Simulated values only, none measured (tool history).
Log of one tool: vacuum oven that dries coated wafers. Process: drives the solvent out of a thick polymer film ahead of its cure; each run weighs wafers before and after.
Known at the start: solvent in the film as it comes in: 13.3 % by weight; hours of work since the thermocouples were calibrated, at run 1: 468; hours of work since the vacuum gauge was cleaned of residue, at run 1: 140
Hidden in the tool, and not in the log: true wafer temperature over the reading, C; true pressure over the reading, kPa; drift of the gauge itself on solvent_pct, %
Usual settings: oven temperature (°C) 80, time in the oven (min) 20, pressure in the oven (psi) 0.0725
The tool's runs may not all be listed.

run	hour	oven temperature (°C)	time in the oven (min)	pressure in the oven (psi)	hours of work since the thermocouples were calibrated	hours of work since the vacuum gauge was cleaned of residue	solvent left in the film (%)
1	0	80	20	0.0725	468	140	2.21
2	56.4	80	20	0.0725	499	171	2.19
3	160.4	80	20	0.0725	557	228	2.23
4	211.5	80	20	0.0725	585	257	2.23
5	289.9	80	17	0.0725	629	300	2.89
6	377.1	80	17	0.0725	677	348	2.87
7	458.3	80	20	0.0909	722	393	2.36
8	511.2	80	20	0.0909	751	423	2.46
9	616.2	80	20	0.0909	809	481	2.35
10	691.1	80	20	0.0909	851	522	2.47
11	738	80	20	0.0909	877	548	2.47
12	831.3	80	20	0.0909	928	600	2.49
13	924.1	80	20	0.1355	980	651	2.66
14	1021.5	75	20	0.0725	1034	705	3.35
15	1072.6	80	20	0.0725	1062	734	2.53
16	1132.4	80	20	0.0725	1095	767	2.55
17	1229.2	89	20	0.0725	1149	820	1.23
18	1317.1	89	20	0.0725	1197	869	1.25
19	1374.7	80	20	0.0837	1229	901	2.57
20	1438.8	80	20	0.0837	1265	936	2.62
21	1484	80	20	0.0837	1290	961	2.62
22	1566.4	80	20	0.0837	1336	1007	2.69
23	1646.4	80	20	0.0837	1380	1051	2.7
24	1705.8	85	20	0.0458	1413	1084	1.86
25	1811.6	86	12	0.2589	1471	1143	3.92
26	1909.2	86	12	0.2589	1525	1197	3.95
27	2018.8	88	18	0.0725	1586	1258	1.82
28	2089.6	80	20	0.0413	1625	1297	2.68
# hour 2106.6: oven's thermocouples calibrated
29	2175.7	80	20	0.0413	38	1343	2.14
30	2279.9	80	20	0.0413	96	1401	2.2
31	2335.1	89	33	0.0725	127	1432	0.47
32	2412.7	89	12	0.1764	170	1475	2.79
33	2520.7	70	32	0.2527	229	1534	3.16
34	2590.9	67	15	0.2883	268	1573	6.53
35	2667.4	90	10	0.0528	311	1616	3.05
36	2734.9	88	14	0.0528	348	1653	2.25
37	2821.2	85	15	0.0421	396	1701	2.49
38	2901.2	74	20	0.0463	440	1745	3.36
39	3001.5	74	20	0.0463	496	1801	3.42
40	3070.4	74	16	0.1482	534	1839	4.56
41	3116	79	16	0.1482	559	1864	3.64
42	3212.8	79	16	0.0432	613	1918	3.43
# hour 3283.4: vacuum gauge cleaned of residue and calibrated
43	3317.3	94	19	0.0725	670	19	0.76
44	3417.6	91	36	0.0534	725	74	0.17
45	3479.5	91	36	0.0534	759	109	0.26
46	3556.2	91	25	0.1018	802	151	0.63

Forecast each of these 4 alternatives for the next run:
A	3659	67	20	0.0725	859	208	?
B	3659	75	16	0.2625	859	208	?
C	3659	93	20	0.0587	859	208	?
D	3659	91	12	0.1018	859	208	?

run	solvent left in the film (%)
A	4.87
B	4.66
C	0.79
D	2.42
Without the tool's hidden state the same runs would have given:
run	solvent left in the film (%)
A	4.42
B	4.22
C	0.62
D	2.1
